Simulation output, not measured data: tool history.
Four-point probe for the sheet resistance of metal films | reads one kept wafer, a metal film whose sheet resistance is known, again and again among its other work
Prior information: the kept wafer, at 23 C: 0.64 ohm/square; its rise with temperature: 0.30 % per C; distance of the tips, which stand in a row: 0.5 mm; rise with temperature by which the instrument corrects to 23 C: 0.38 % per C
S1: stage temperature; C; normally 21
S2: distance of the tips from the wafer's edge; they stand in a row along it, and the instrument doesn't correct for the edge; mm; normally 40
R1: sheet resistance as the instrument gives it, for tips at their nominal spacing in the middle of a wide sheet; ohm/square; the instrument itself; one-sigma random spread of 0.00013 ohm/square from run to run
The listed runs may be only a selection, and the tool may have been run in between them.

run   hour  S1  S2        R1
  1    0.0  21  40  0.642996
  2   45.8  20  40  0.643657
  3  114.0  20  40  0.643544
  4  166.6  20  40  0.643804
  5  231.2  21   8  0.644957
  6  259.2  21  40  0.643527
  7  316.3  21   3  0.652966
  8  345.7  21   3  0.653133
  9  405.2  21  11  0.644535
 10  438.2  21  11  0.644341
 11  489.1  21  11  0.644395
 12  551.9  21  11  0.644524
 13  609.8  23   3  0.652419
 14  650.9  33   8  0.639030

What will run 15 give?
 15  702.3  26  63   ?

Run 15 produced R1 0.641507 ohm/square.
On a tool with no hidden condition, and with the same random variation, this run would have come out at R1 0.638418 ohm/square.
